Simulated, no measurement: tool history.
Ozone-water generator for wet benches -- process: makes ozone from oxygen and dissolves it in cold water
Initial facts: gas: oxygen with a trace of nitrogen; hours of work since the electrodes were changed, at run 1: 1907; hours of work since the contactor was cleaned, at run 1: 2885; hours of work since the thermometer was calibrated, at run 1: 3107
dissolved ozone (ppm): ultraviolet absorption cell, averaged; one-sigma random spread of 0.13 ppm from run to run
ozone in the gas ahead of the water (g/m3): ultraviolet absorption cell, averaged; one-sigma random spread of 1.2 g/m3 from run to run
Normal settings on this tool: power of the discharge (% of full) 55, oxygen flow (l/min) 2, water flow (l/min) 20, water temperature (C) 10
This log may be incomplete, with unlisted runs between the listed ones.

run,hour,power of the discharge (% of full),oxygen flow (l/min),water flow (l/min),water temperature (C),hours of work since the electrodes were changed,hours of work since the contactor was cleaned,hours of work since the thermometer was calibrated,dissolved ozone (ppm),ozone in the gas ahead of the water (g/m3)
1,0,55,2,20,10,1907,2885,3107,12.5,208.4
2,111,74,2,20,10,1980,2958,3181,15.8,257
3,164.2,74,2,20,10,2015,2993,3216,15.8,258.4
4,257.1,55,2,20,10,2077,3054,3277,12.6,207.5
5,354.9,55,2,20,10,2141,3119,3341,12.6,208.5
6,441.8,55,2,20,15,2198,3176,3399,12.2,210.1
7,548.9,55,2,20,15,2269,3247,3469,12.3,208.1
8,625.6,64,2,20,15,2320,3298,3520,13.8,235.3
9,676.3,55,2,20,10,2353,3331,3553,12.7,207.5
10,740,55,2,20,10,2395,3373,3595,12.6,210.4
# hour 784.6: water thermometer calibrated
11,814.5,55,2,20,10,2444,3422,20,12.6,208.5
12,908.4,55,2,20,10,2506,3484,82,12.8,207.6
13,1010.7,55,2,20,10,2573,3551,149,12.5,209
14,1096.7,63,2,15,10,2630,3608,206,19.2,233.7
15,1169.3,58,2,25,7,2678,3656,254,10.3,219.9
16,1259.2,58,2,25,7,2737,3715,313,10.2,217.4
17,1340.9,58,2,25,7,2791,3769,367,10.3,219.7
# hour 1407.6: contactor cleaned
18,1450,58,2,25,7,2861,28,436,9.9,218.6
19,1500.3,58,2,25,7,2894,61,469,10.1,220.6
20,1594.4,67,2,20,10,2956,123,531,14.7,247
21,1671.7,52,3.23,20,11,3007,174,583,14.2,166.7
22,1746.8,52,3.23,20,11,3056,224,632,14.4,168
23,1804.9,82,2,20,10,3095,262,670,16.9,285.7
24,1862.6,82,1.04,20,14,3133,300,708,12.2,378.2
25,1928.3,82,2.19,20,14,3176,343,752,17.1,274.2

Forecast each of these 3 alternatives for the next run:
A,2039,41,2,20,10,3249,417,825,?,?
B,2039,82,2.19,15,14,3249,417,825,?,?
C,2039,95,2.81,20,14,3249,417,825,?,?

run,dissolved ozone (ppm),ozone in the gas ahead of the water (g/m3)
A,10.1,172.8
B,23.6,275.6
C,20.8,277.9
The same runs, with their run-to-run variation unchanged, on a tool lacking any hidden condition would have given:
run,dissolved ozone (ppm),ozone in the gas ahead of the water (g/m3)
A,10.1,168.6
B,23.6,269.1
C,20.8,271.4
